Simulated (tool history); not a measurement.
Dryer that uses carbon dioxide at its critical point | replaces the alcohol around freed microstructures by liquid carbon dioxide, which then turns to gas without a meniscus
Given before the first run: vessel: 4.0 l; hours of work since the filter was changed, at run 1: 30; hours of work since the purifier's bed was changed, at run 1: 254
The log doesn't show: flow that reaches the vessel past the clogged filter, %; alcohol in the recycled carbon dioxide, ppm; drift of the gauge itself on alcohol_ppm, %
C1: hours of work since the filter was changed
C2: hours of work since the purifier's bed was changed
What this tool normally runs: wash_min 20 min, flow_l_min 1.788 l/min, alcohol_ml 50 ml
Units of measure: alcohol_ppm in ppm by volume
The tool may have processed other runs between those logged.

{"run": 1, "hour": 0.0, "wash_min": 20, "flow_l_min": 1.788, "alcohol_ml": 50, "C1": 30, "C2": 254, "alcohol_ppm": 69}
{"run": 2, "hour": 6.2, "wash_min": 20, "flow_l_min": 1.788, "alcohol_ml": 50, "C1": 34, "C2": 257, "alcohol_ppm": 79}
{"run": 3, "hour": 16.6, "wash_min": 20, "flow_l_min": 2.79, "alcohol_ml": 50, "C1": 40, "C2": 264, "alcohol_ppm": 45}
{"run": 4, "hour": 24.4, "wash_min": 20, "flow_l_min": 2.79, "alcohol_ml": 50, "C1": 45, "C2": 269, "alcohol_ppm": 50}
{"run": 5, "hour": 34.0, "wash_min": 20, "flow_l_min": 2.79, "alcohol_ml": 50, "C1": 51, "C2": 275, "alcohol_ppm": 50}
{"run": 6, "hour": 41.7, "wash_min": 20, "flow_l_min": 1.788, "alcohol_ml": 93, "C1": 56, "C2": 280, "alcohol_ppm": 93}
{"run": 7, "hour": 49.6, "wash_min": 20, "flow_l_min": 1.788, "alcohol_ml": 93, "C1": 61, "C2": 285, "alcohol_ppm": 99}
{"run": 8, "hour": 56.0, "wash_min": 20, "flow_l_min": 1.29, "alcohol_ml": 93, "C1": 65, "C2": 289, "alcohol_ppm": 352}
{"run": 9, "hour": 60.5, "wash_min": 20, "flow_l_min": 1.29, "alcohol_ml": 93, "C1": 68, "C2": 292, "alcohol_ppm": 348}
{"run": 10, "hour": 71.1, "wash_min": 20, "flow_l_min": 1.29, "alcohol_ml": 93, "C1": 75, "C2": 299, "alcohol_ppm": 354}
{"run": 11, "hour": 76.1, "wash_min": 20, "flow_l_min": 1.29, "alcohol_ml": 93, "C1": 78, "C2": 302, "alcohol_ppm": 352}
{"run": 12, "hour": 85.7, "wash_min": 20, "flow_l_min": 1.788, "alcohol_ml": 50, "C1": 84, "C2": 308, "alcohol_ppm": 76}
{"run": 13, "hour": 94.7, "wash_min": 20, "flow_l_min": 1.788, "alcohol_ml": 50, "C1": 90, "C2": 313, "alcohol_ppm": 76}
{"run": 14, "hour": 101.2, "wash_min": 20, "flow_l_min": 1.788, "alcohol_ml": 50, "C1": 94, "C2": 318, "alcohol_ppm": 83}
{"run": 15, "hour": 110.4, "wash_min": 20, "flow_l_min": 1.788, "alcohol_ml": 50, "C1": 100, "C2": 323, "alcohol_ppm": 77}
{"run": 16, "hour": 117.4, "wash_min": 20, "flow_l_min": 1.788, "alcohol_ml": 21, "C1": 104, "C2": 328, "alcohol_ppm": 60}
{"run": 17, "hour": 122.6, "wash_min": 20, "flow_l_min": 1.788, "alcohol_ml": 21, "C1": 107, "C2": 331, "alcohol_ppm": 67}
{"run": 18, "hour": 133.2, "wash_min": 15, "flow_l_min": 1.788, "alcohol_ml": 50, "C1": 114, "C2": 338, "alcohol_ppm": 190}
{"run": 19, "hour": 140.6, "wash_min": 15, "flow_l_min": 1.26, "alcohol_ml": 50, "C1": 119, "C2": 343, "alcohol_ppm": 622}
{"run": 20, "hour": 150.3, "wash_min": 20, "flow_l_min": 1.788, "alcohol_ml": 23, "C1": 125, "C2": 349, "alcohol_ppm": 76}
{"run": 21, "hour": 160.4, "wash_min": 13, "flow_l_min": 3.03, "alcohol_ml": 38, "C1": 131, "C2": 355, "alcohol_ppm": 64}
{"run": 22, "hour": 165.4, "wash_min": 13, "flow_l_min": 3.03, "alcohol_ml": 38, "C1": 135, "C2": 358, "alcohol_ppm": 66}
{"run": 23, "hour": 172.6, "wash_min": 20, "flow_l_min": 2.93, "alcohol_ml": 50, "C1": 139, "C2": 363, "alcohol_ppm": 59}
{"run": 24, "hour": 180.2, "wash_min": 20, "flow_l_min": 2.01, "alcohol_ml": 50, "C1": 144, "C2": 368, "alcohol_ppm": 74}
{"run": 25, "hour": 185.1, "wash_min": 20, "flow_l_min": 2.01, "alcohol_ml": 50, "C1": 147, "C2": 371, "alcohol_ppm": 68}
{"run": 26, "hour": 192.9, "wash_min": 26, "flow_l_min": 1.63, "alcohol_ml": 25, "C1": 152, "C2": 376, "alcohol_ppm": 66}
{"run": 27, "hour": 202.2, "wash_min": 26, "flow_l_min": 1.63, "alcohol_ml": 25, "C1": 158, "C2": 382, "alcohol_ppm": 68}
{"run": 28, "hour": 206.6, "wash_min": 28, "flow_l_min": 2.6, "alcohol_ml": 50, "C1": 161, "C2": 384, "alcohol_ppm": 58}
{"run": 29, "hour": 216.0, "wash_min": 26, "flow_l_min": 2.6, "alcohol_ml": 50, "C1": 167, "C2": 390, "alcohol_ppm": 63}
{"run": 30, "hour": 221.0, "wash_min": 20, "flow_l_min": 1.788, "alcohol_ml": 36, "C1": 170, "C2": 394, "alcohol_ppm": 92}
{"run": 31, "hour": 230.0, "wash_min": 21, "flow_l_min": 1.788, "alcohol_ml": 50, "C1": 176, "C2": 399, "alcohol_ppm": 87}
{"run": 32, "hour": 238.5, "wash_min": 20, "flow_l_min": 1.75, "alcohol_ml": 50, "C1": 181, "C2": 405, "alcohol_ppm": 105}
{"run": 33, "hour": 243.4, "wash_min": 20, "flow_l_min": 1.788, "alcohol_ml": 72, "C1": 184, "C2": 408, "alcohol_ppm": 107}
{"run": 34, "hour": 253.7, "wash_min": 22, "flow_l_min": 1.788, "alcohol_ml": 62, "C1": 191, "C2": 414, "alcohol_ppm": 91}
{"run": 35, "hour": 264.3, "wash_min": 20, "flow_l_min": 1.788, "alcohol_ml": 52, "C1": 197, "C2": 421, "alcohol_ppm": 99}
{"run": 36, "hour": 273.9, "wash_min": 16, "flow_l_min": 1.788, "alcohol_ml": 24, "C1": 203, "C2": 427, "alcohol_ppm": 126}
{"run": 37, "hour": 284.2, "wash_min": 16, "flow_l_min": 1.788, "alcohol_ml": 117, "C1": 210, "C2": 434, "alcohol_ppm": 345}
{"run": 38, "hour": 294.3, "wash_min": 16, "flow_l_min": 1.788, "alcohol_ml": 46, "C1": 216, "C2": 440, "alcohol_ppm": 179}
{"run": 39, "hour": 300.8, "wash_min": 27, "flow_l_min": 2.26, "alcohol_ml": 105, "C1": 220, "C2": 444, "alcohol_ppm": 74}
{"run": 40, "hour": 308.6, "wash_min": 20, "flow_l_min": 1.49, "alcohol_ml": 83, "C1": 225, "C2": 449, "alcohol_ppm": 245}

3 ways to go on from here, each from the tool as it stands after run 40. What would each give?
{"run": "A", "hour": 317.2, "wash_min": 14, "flow_l_min": 2.79, "alcohol_ml": 50, "C1": 231, "C2": 454, "alcohol_ppm": "?"}
{"run": "B", "hour": 317.2, "wash_min": 23, "flow_l_min": 1.18, "alcohol_ml": 50, "C1": 231, "C2": 454, "alcohol_ppm": "?"}
{"run": "C", "hour": 317.2, "wash_min": 20, "flow_l_min": 1.54, "alcohol_ml": 50, "C1": 231, "C2": 454, "alcohol_ppm": "?"}

run=A alcohol_ppm=92
run=B alcohol_ppm=264
run=C alcohol_ppm=175
Without the tool's unlogged condition, the same runs would have read:
run=A alcohol_ppm=17
run=B alcohol_ppm=129
run=C alcohol_ppm=70
